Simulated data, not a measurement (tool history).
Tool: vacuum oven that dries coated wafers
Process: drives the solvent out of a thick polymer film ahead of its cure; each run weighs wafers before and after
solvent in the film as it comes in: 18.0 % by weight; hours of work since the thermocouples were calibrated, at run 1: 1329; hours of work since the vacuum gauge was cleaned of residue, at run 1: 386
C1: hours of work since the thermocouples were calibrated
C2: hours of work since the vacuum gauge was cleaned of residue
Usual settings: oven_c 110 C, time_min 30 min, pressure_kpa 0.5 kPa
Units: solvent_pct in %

Run 1, hour 0: usual settings; C1 1329; C2 386. Result: solvent_pct 1.41 %.
Run 2, hour 14.6: usual settings but oven_c 97 C; C1 1338; C2 396. Result: solvent_pct 4.92 %.
Run 3, hour 31.1: usual settings but pressure_kpa 0.293 kPa; C1 1349; C2 406. Result: solvent_pct 1.14 %.
Run 4, hour 56.1: usual settings but time_min 36 min; C1 1365; C2 423. Result: solvent_pct 1.11 %.
Run 5, hour 77.2: usual settings but time_min 36 min, pressure_kpa 1.023 kPa; C1 1379; C2 436. Result: solvent_pct 1.77 %.
Run 6, hour 97.9: usual settings but time_min 40 min; C1 1392; C2 450. Result: solvent_pct 0.91 %.
Run 7, hour 122.9: usual settings; C1 1409; C2 466. Result: solvent_pct 1.41 %.
Run 8, hour 139.3: usual settings; C1 1419; C2 477. Result: solvent_pct 1.41 %.
Run 9, hour 149.8: usual settings; C1 1426; C2 483. Result: solvent_pct 1.41 %.
Run 10, hour 171.9: usual settings but oven_c 103 C; C1 1441; C2 498. Result: solvent_pct 2.94 %.
Run 11, hour 194.7: usual settings but oven_c 103 C; C1 1455; C2 513. Result: solvent_pct 2.9 %.
Run 12, hour 205.6: usual settings but time_min 40 min; C1 1463; C2 520. Result: solvent_pct 0.98 %.
Run 13, hour 222.3: usual settings; C1 1473; C2 531. Result: solvent_pct 1.34 %.
Run 14, hour 235.2: usual settings; C1 1482; C2 539. Result: solvent_pct 1.39 %.
Run 15, hour 245.9: usual settings; C1 1489; C2 546. Result: solvent_pct 1.32 %.
Run 16, hour 269.1: usual settings; C1 1504; C2 561. Result: solvent_pct 1.46 %.
Run 17, hour 288.5: usual settings; C1 1516; C2 574. Result: solvent_pct 1.41 %.
Run 18, hour 304.7: usual settings; C1 1527; C2 584. Result: solvent_pct 1.38 %.
Run 19, hour 320.1: usual settings but oven_c 119 C; C1 1537; C2 594. Result: solvent_pct 0.6 %.
Run 20, hour 343.6: usual settings; C1 1552; C2 610. Result: solvent_pct 1.38 %.
Run 21, hour 360.8: usual settings; C1 1563; C2 621. Result: solvent_pct 1.35 %.
Run 22, hour 374.5: usual settings; C1 1572; C2 630. Result: solvent_pct 1.42 %.
Run 23, hour 391.7: usual settings but time_min 32 min; C1 1584; C2 641. Result: solvent_pct 1.31 %.
Run 24, hour 412.5: usual settings but oven_c 103 C, time_min 39 min; C1 1597; C2 654. Result: solvent_pct 2.05 %.
At hour 430.9: oven's thermocouples calibrated.
Run 25, hour 430.9: usual settings but oven_c 125 C, time_min 39 min, pressure_kpa 1.007 kPa; C1 0; C2 665. Result: solvent_pct 0.89 %.
Run 26, hour 448.5: usual settings but oven_c 108 C, time_min 16 min, pressure_kpa 1.004 kPa; C1 11; C2 677. Result: solvent_pct 5.43 %.
Run 27, hour 461: usual settings but oven_c 108 C, time_min 24 min, pressure_kpa 0.297 kPa; C1 20; C2 685. Result: solvent_pct 2.9 %.
Run 28, hour 483.3: usual settings but pressure_kpa 0.667 kPa; C1 34; C2 699. Result: solvent_pct 2.03 %.
Run 29, hour 495.4: usual settings but oven_c 125 C, time_min 20 min, pressure_kpa 0.312 kPa; C1 42; C2 707. Result: solvent_pct 0.61 %.
Run 30, hour 518.9: usual settings but oven_c 96 C, time_min 31 min, pressure_kpa 0.526 kPa; C1 57; C2 722. Result: solvent_pct 6.11 %.
Run 31, hour 538.1: usual settings but pressure_kpa 0.665 kPa; C1 70; C2 735. Result: solvent_pct 2.08 %.
Run 32, hour 560: usual settings but oven_c 121 C, pressure_kpa 0.314 kPa; C1 84; C2 749. Result: solvent_pct 0.53 %.
Run 33, hour 578.9: usual settings but pressure_kpa 0.705 kPa; C1 96; C2 761. Result: solvent_pct 2.13 %.
Run 34, hour 596.6: usual settings but oven_c 107 C, time_min 47 min, pressure_kpa 0.908 kPa; C1 108; C2 773. Result: solvent_pct 1.94 %.
Run 35, hour 610.4: usual settings but time_min 41 min, pressure_kpa 0.751 kPa; C1 117; C2 782. Result: solvent_pct 1.59 %.
Run 36, hour 629.6: usual settings but oven_c 104 C, time_min 24 min, pressure_kpa 0.751 kPa; C1 129; C2 794. Result: solvent_pct 4.72 %.
Run 37, hour 653.8: usual settings but oven_c 104 C, time_min 24 min, pressure_kpa 0.751 kPa; C1 145; C2 810. Result: solvent_pct 4.67 %.
Run 38, hour 668.5: usual settings but oven_c 106 C, time_min 20 min, pressure_kpa 0.882 kPa; C1 155; C2 820. Result: solvent_pct 4.97 %.
Run 39, hour 687.2: usual settings but oven_c 106 C, time_min 20 min, pressure_kpa 0.882 kPa; C1 167; C2 832. Result: solvent_pct 5.01 %.
Run 40, hour 703.6: usual settings but time_min 19 min, pressure_kpa 0.828 kPa; C1 177; C2 842. Result: solvent_pct 3.83 %.
Run 41, hour 715.4: usual settings but oven_c 106 C, time_min 41 min, pressure_kpa 1.666 kPa; C1 185; C2 850. Result: solvent_pct 3.37 %.
Run 42, hour 739: usual settings but oven_c 106 C, time_min 41 min, pressure_kpa 1.666 kPa; C1 200; C2 865. Result: solvent_pct 3.39 %.
Run 43, hour 761.9: usual settings but oven_c 111 C; C1 215; C2 880. Result: solvent_pct 1.55 %.
Run 44, hour 782.6: usual settings but oven_c 111 C; C1 229; C2 894. Result: solvent_pct 1.57 %.
Run 45, hour 799.8: usual settings but oven_c 111 C; C1 240; C2 905. Result: solvent_pct 1.68 %.
Run 46, hour 821.3: usual settings but oven_c 118 C, time_min 19 min, pressure_kpa 0.986 kPa; C1 254; C2 919. Result: solvent_pct 1.95 %.

Forecast each of these 3 alternatives for the next run:
Run A, hour 846.5: usual settings but oven_c 116 C, time_min 52 min, pressure_kpa 0.47 kPa; C1 270; C2 935. Result: solvent_pct ?.
Run B, hour 846.5: usual settings but oven_c 116 C, time_min 27 min, pressure_kpa 0.986 kPa; C1 270; C2 935. Result: solvent_pct ?.
Run C, hour 846.5: usual settings but oven_c 109 C, time_min 18 min, pressure_kpa 1.717 kPa; C1 270; C2 935. Result: solvent_pct ?.

run  solvent_pct
  A          0.8
  B         1.66
  C         5.25
Without the tool's hidden state the same runs would have given:
run  solvent_pct
  A         0.55
  B         1.52
  C         5.29
